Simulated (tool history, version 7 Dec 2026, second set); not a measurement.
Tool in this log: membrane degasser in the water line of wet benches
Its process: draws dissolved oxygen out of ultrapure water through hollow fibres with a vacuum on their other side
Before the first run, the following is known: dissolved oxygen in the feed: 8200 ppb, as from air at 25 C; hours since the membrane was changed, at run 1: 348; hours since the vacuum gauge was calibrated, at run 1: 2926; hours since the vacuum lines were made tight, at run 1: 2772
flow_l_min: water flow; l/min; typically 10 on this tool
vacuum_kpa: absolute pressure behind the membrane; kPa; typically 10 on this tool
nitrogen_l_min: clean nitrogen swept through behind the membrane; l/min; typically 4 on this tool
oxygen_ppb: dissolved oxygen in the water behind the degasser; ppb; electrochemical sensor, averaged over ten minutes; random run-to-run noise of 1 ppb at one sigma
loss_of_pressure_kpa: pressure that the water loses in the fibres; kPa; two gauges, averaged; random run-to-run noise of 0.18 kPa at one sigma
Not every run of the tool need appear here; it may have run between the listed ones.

run   hour  flow_l_min  vacuum_kpa  nitrogen_l_min  hours since the membrane was changed  hours since the vacuum gauge was calibrated  hours since the vacuum lines were made tight  oxygen_ppb  loss_of_pressure_kpa
  1      0          10          10               4                                   348                                         2926                                          2772        97.2                 33.36
  2   24.9          10          10               4                                   373                                         2951                                          2797        98.8                  33.1
  3   61.1          10          10               4                                   409                                         2987                                          2833          97                 33.25
  4   85.1          10          10            8.75                                   433                                         3011                                          2857        74.3                 33.15
  5  123.7          14          10            8.75                                   472                                         3050                                          2896       216.3                 46.93
  6  162.9           9          10            8.75                                   511                                         3089                                          2935        52.4                 29.71
  7  195.5           9          10            8.75                                   544                                         3121                                          2968        53.1                 29.88
  8  232.5           9          10            8.75                                   580                                         3158                                          3005        52.9                 29.94
  9  264.5           9          10            8.75                                   612                                         3190                                          3037          52                 29.98
 10  317.6          11        11.9           11.08                                   666                                         3243                                          3090       102.9                 36.52
 11  355.4          11        11.1            2.22                                   703                                         3281                                          3128         173                 36.29
 12  401.5           7        11.1            2.08                                   749                                         3327                                          3174        75.7                 23.16
 13  451.6           8        16.2           10.65                                   800                                         3377                                          3224        44.1                 26.59
 14  491.9          10         7.8               4                                   840                                         3418                                          3264        84.7                 33.09
 15  531.9          10        16.7           10.18                                   880                                         3458                                          3304        89.4                 32.98

Selected run-to-run steps in loss_of_pressure_kpa, each split into two signed amounts: the part the tool would show with no hidden state at all (from settings, incoming material and random variation), and the remainder, which goes to the hidden state together with any gauge scatter not common to the measured and the hidden-state-free results:
Unlogged tool condition in this case: membrane still open, %; true pressure behind the membrane over the reading, kPa; air that leaks in behind the membrane, l/min; drift of the gauge itself on oxygen_ppb, %; drift of the gauge itself on loss_of_pressure_kpa, %.
Run 5 -> 6: flow_l_min 14 -> 9. loss_of_pressure_kpa -17.22 kPa: hidden state +0.02, all else -17.24.
Run 13 -> 14: flow_l_min 8 -> 10, vacuum_kpa 16.2 -> 7.8, nitrogen_l_min 10.65 -> 4. loss_of_pressure_kpa +6.5 kPa: hidden state -0.1, all else +6.6.

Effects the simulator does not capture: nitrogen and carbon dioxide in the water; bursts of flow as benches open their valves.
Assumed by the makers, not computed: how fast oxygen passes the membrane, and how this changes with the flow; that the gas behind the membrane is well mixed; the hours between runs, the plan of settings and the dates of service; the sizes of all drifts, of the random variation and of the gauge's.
